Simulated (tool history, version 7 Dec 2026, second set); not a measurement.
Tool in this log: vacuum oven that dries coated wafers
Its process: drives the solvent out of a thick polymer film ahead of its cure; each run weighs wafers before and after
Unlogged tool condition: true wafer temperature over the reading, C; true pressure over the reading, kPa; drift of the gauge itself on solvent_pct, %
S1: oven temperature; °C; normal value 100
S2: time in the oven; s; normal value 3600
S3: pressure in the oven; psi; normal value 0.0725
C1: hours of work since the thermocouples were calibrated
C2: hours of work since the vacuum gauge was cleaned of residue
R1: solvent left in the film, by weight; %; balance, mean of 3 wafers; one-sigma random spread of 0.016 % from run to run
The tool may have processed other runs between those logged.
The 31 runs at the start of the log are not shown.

run	hour	S1	S2	S3	C1	C2	R1
32	376.3	100	3540	0.0376	474	648	1.58
33	384.4	100	2760	0.0612	478	652	2.65
34	400.1	100	3000	0.1205	486	660	2.8
35	413.4	100	3000	0.1205	493	666	2.79
36	428.2	98	3960	0.0595	500	674	1.85
37	444.8	103	2340	0.0725	509	682	2.63
38	460.9	103	2340	0.0725	517	690	2.65
39	471.6	100	3600	0.0625	522	695	1.77
40	482.1	93	4560	0.1748	527	701	3.63
41	497.1	93	2160	0.0669	535	708	6.09
42	513.7	100	3000	0.0725	543	716	2.43
43	530.6	111	5820	0.0725	551	725	0.59
44	546.7	111	5820	0.0725	559	733	0.56
45	561	111	5820	0.0725	567	740	0.6
46	569.6	95	4320	0.2338	571	744	3.87
47	579.8	113	1860	0.0625	576	749	1.39

Consider 4 possible next runs. They are alternatives, not a sequence: every one starts from the tool as it was left by run 47. What does each give?
A	587.4	99	2460	0.0625	580	753	?
B	587.4	113	1860	0.2722	580	753	?
C	587.4	86	1860	0.1092	580	753	?
D	587.4	101	5940	0.0725	580	753	?

run	R1
A	3.4
B	2.51
C	9.72
D	0.95
Without the tool's unlogged condition, the same runs would have read:
run	R1
A	3.34
B	2.46
C	9.66
D	0.8
